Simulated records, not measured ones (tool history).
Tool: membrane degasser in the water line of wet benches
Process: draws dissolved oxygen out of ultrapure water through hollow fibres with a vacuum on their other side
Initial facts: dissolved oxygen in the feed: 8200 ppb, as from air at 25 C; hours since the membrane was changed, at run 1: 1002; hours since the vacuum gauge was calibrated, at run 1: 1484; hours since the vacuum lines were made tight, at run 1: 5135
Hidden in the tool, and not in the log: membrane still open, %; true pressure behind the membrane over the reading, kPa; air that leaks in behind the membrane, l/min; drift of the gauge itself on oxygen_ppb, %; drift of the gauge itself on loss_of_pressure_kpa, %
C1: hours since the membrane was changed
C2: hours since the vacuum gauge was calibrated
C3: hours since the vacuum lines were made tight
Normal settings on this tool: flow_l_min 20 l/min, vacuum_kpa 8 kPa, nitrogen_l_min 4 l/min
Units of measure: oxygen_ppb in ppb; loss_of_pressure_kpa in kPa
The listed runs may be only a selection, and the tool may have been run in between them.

{"run": 1, "day": 0.0, "flow_l_min": 20, "vacuum_kpa": 8, "nitrogen_l_min": 4, "C1": 1002, "C2": 1484, "C3": 5135, "oxygen_ppb": 117.8, "loss_of_pressure_kpa": 32.15}
{"run": 2, "day": 1.342, "flow_l_min": 20, "vacuum_kpa": 8, "nitrogen_l_min": 4, "C1": 1034, "C2": 1516, "C3": 5167, "oxygen_ppb": 116.8, "loss_of_pressure_kpa": 32.17}
{"run": 3, "day": 4.183, "flow_l_min": 20, "vacuum_kpa": 8, "nitrogen_l_min": 4, "C1": 1102, "C2": 1585, "C3": 5236, "oxygen_ppb": 117, "loss_of_pressure_kpa": 32.09}
{"run": 4, "day": 7.017, "flow_l_min": 20, "vacuum_kpa": 8, "nitrogen_l_min": 7.96, "C1": 1170, "C2": 1653, "C3": 5304, "oxygen_ppb": 87.1, "loss_of_pressure_kpa": 31.91}
{"run": 5, "day": 9.95, "flow_l_min": 20, "vacuum_kpa": 8, "nitrogen_l_min": 7.96, "C1": 1240, "C2": 1723, "C3": 5374, "oxygen_ppb": 88.4, "loss_of_pressure_kpa": 32.11}
{"run": 6, "day": 12.642, "flow_l_min": 20, "vacuum_kpa": 8, "nitrogen_l_min": 7.96, "C1": 1305, "C2": 1788, "C3": 5439, "oxygen_ppb": 90.1, "loss_of_pressure_kpa": 32.09}
{"run": 7, "day": 14.658, "flow_l_min": 20, "vacuum_kpa": 8, "nitrogen_l_min": 7.96, "C1": 1354, "C2": 1836, "C3": 5487, "oxygen_ppb": 89.6, "loss_of_pressure_kpa": 32.07}
{"run": 8, "day": 16.85, "flow_l_min": 20, "vacuum_kpa": 8, "nitrogen_l_min": 7.96, "C1": 1406, "C2": 1889, "C3": 5540, "oxygen_ppb": 88.2, "loss_of_pressure_kpa": 32.13}
{"day": 17.158, "done": "vacuum gauge calibrated"}
{"run": 9, "day": 18.171, "flow_l_min": 20, "vacuum_kpa": 8, "nitrogen_l_min": 7.96, "C1": 1437, "C2": 24, "C3": 5571, "oxygen_ppb": 89.7, "loss_of_pressure_kpa": 32.02}
{"run": 10, "day": 19.996, "flow_l_min": 20, "vacuum_kpa": 8, "nitrogen_l_min": 7.96, "C1": 1481, "C2": 68, "C3": 5615, "oxygen_ppb": 91.6, "loss_of_pressure_kpa": 32.18}
{"run": 11, "day": 22.842, "flow_l_min": 20, "vacuum_kpa": 8, "nitrogen_l_min": 7.96, "C1": 1549, "C2": 136, "C3": 5683, "oxygen_ppb": 89, "loss_of_pressure_kpa": 32.11}
{"day": 25.071, "done": "vacuum gauge calibrated, once more"}
{"run": 12, "day": 25.312, "flow_l_min": 20, "vacuum_kpa": 8, "nitrogen_l_min": 5.48, "C1": 1608, "C2": 6, "C3": 5742, "oxygen_ppb": 102.4, "loss_of_pressure_kpa": 32.22}
{"run": 13, "day": 26.996, "flow_l_min": 26, "vacuum_kpa": 18.86, "nitrogen_l_min": 1.85, "C1": 1649, "C2": 46, "C3": 5782, "oxygen_ppb": 564.8, "loss_of_pressure_kpa": 41.63}

Run 14 comes next. What will it give?
{"run": 14, "day": 28.325, "flow_l_min": 20, "vacuum_kpa": 7.05, "nitrogen_l_min": 3.84, "C1": 1680, "C2": 78, "C3": 5814, "oxygen_ppb": "?", "loss_of_pressure_kpa": "?"}

oxygen_ppb: 105.2 ppb
loss_of_pressure_kpa: 32.27 kPa
Take away the tool's hidden state, keep the run-to-run variation as it was, and the same run would have given oxygen_ppb 103.1 ppb, loss_of_pressure_kpa 32.02 kPa.
